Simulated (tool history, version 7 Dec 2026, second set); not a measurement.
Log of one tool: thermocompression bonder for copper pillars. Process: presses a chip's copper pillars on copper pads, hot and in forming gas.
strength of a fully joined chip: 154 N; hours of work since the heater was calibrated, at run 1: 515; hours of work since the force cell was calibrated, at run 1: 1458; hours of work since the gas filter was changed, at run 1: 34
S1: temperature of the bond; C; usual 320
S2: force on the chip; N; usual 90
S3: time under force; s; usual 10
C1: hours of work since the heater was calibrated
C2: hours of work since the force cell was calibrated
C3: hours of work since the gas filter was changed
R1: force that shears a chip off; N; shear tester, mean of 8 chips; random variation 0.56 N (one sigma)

{"run": 1, "hour": 0.0, "S1": 320, "S2": 90, "S3": 10, "C1": 515, "C2": 1458, "C3": 34, "R1": 98.3}
{"run": 2, "hour": 58.2, "S1": 320, "S2": 90, "S3": 10, "C1": 560, "C2": 1503, "C3": 79, "R1": 96.7}
{"run": 3, "hour": 100.0, "S1": 320, "S2": 90, "S3": 10, "C1": 592, "C2": 1535, "C3": 111, "R1": 97}
{"run": 4, "hour": 169.7, "S1": 320, "S2": 90, "S3": 10, "C1": 646, "C2": 1589, "C3": 165, "R1": 96.9}
{"run": 5, "hour": 209.8, "S1": 320, "S2": 90, "S3": 10, "C1": 677, "C2": 1620, "C3": 196, "R1": 96.6}
{"run": 6, "hour": 241.0, "S1": 320, "S2": 90, "S3": 10, "C1": 702, "C2": 1644, "C3": 220, "R1": 97}
{"run": 7, "hour": 300.5, "S1": 320, "S2": 90, "S3": 10, "C1": 748, "C2": 1690, "C3": 266, "R1": 96.4}
{"run": 8, "hour": 335.6, "S1": 320, "S2": 90, "S3": 10, "C1": 775, "C2": 1718, "C3": 294, "R1": 95.1}
{"run": 9, "hour": 379.5, "S1": 320, "S2": 90, "S3": 10, "C1": 809, "C2": 1752, "C3": 328, "R1": 96.7}
{"run": 10, "hour": 427.0, "S1": 320, "S2": 90, "S3": 10, "C1": 846, "C2": 1788, "C3": 364, "R1": 95.4}
{"run": 11, "hour": 457.8, "S1": 320, "S2": 90, "S3": 18, "C1": 869, "C2": 1812, "C3": 388, "R1": 112}
{"hour": 495.5, "done": "forming gas filter changed"}
{"run": 12, "hour": 496.5, "S1": 320, "S2": 90, "S3": 18, "C1": 899, "C2": 1842, "C3": 1, "R1": 114.4}
{"run": 13, "hour": 560.3, "S1": 317, "S2": 90, "S3": 10, "C1": 948, "C2": 1891, "C3": 50, "R1": 95.4}
{"run": 14, "hour": 631.7, "S1": 317, "S2": 90, "S3": 10, "C1": 1004, "C2": 1946, "C3": 105, "R1": 96.3}
{"run": 15, "hour": 664.7, "S1": 317, "S2": 90, "S3": 10, "C1": 1029, "C2": 1972, "C3": 131, "R1": 94.3}
{"run": 16, "hour": 720.8, "S1": 317, "S2": 90, "S3": 10, "C1": 1073, "C2": 2015, "C3": 174, "R1": 94.3}
{"run": 17, "hour": 784.4, "S1": 317, "S2": 90, "S3": 16, "C1": 1122, "C2": 2065, "C3": 224, "R1": 108.2}
{"run": 18, "hour": 852.9, "S1": 320, "S2": 90, "S3": 6, "C1": 1175, "C2": 2118, "C3": 277, "R1": 82.2}
{"run": 19, "hour": 898.8, "S1": 290, "S2": 130, "S3": 10, "C1": 1211, "C2": 2153, "C3": 312, "R1": 92.7}
{"hour": 945.6, "done": "force cell calibrated"}
{"run": 20, "hour": 945.6, "S1": 339, "S2": 73, "S3": 6, "C1": 1246, "C2": 0, "C3": 347, "R1": 87.9}
{"run": 21, "hour": 988.7, "S1": 320, "S2": 76, "S3": 10, "C1": 1279, "C2": 33, "C3": 381, "R1": 92.8}
{"hour": 1038.9, "done": "forming gas filter changed"}
{"run": 22, "hour": 1038.9, "S1": 347, "S2": 62, "S3": 6, "C1": 1317, "C2": 72, "C3": 0, "R1": 87.2}
{"run": 23, "hour": 1097.1, "S1": 347, "S2": 62, "S3": 6, "C1": 1363, "C2": 117, "C3": 45, "R1": 86.8}
{"run": 24, "hour": 1152.3, "S1": 347, "S2": 62, "S3": 6, "C1": 1405, "C2": 160, "C3": 88, "R1": 87.5}
{"run": 25, "hour": 1221.0, "S1": 293, "S2": 75, "S3": 18, "C1": 1459, "C2": 213, "C3": 141, "R1": 91.8}
{"run": 26, "hour": 1290.0, "S1": 297, "S2": 56, "S3": 9, "C1": 1512, "C2": 266, "C3": 194, "R1": 64.5}
{"hour": 1306.7, "done": "heater calibrated with a thermocouple chip"}
{"run": 27, "hour": 1362.8, "S1": 320, "S2": 88, "S3": 5, "C1": 43, "C2": 321, "C3": 249, "R1": 77.6}
{"run": 28, "hour": 1400.3, "S1": 320, "S2": 88, "S3": 5, "C1": 72, "C2": 350, "C3": 278, "R1": 77.8}

The next listed run, before its measurement:
{"run": 29, "hour": 1454.5, "S1": 344, "S2": 75, "S3": 9, "C1": 114, "C2": 392, "C3": 320, "R1": "?"}

{"run 29": {"R1": 101.3}}
Without the tool's hidden state the same run would have given R1 103.7 N.
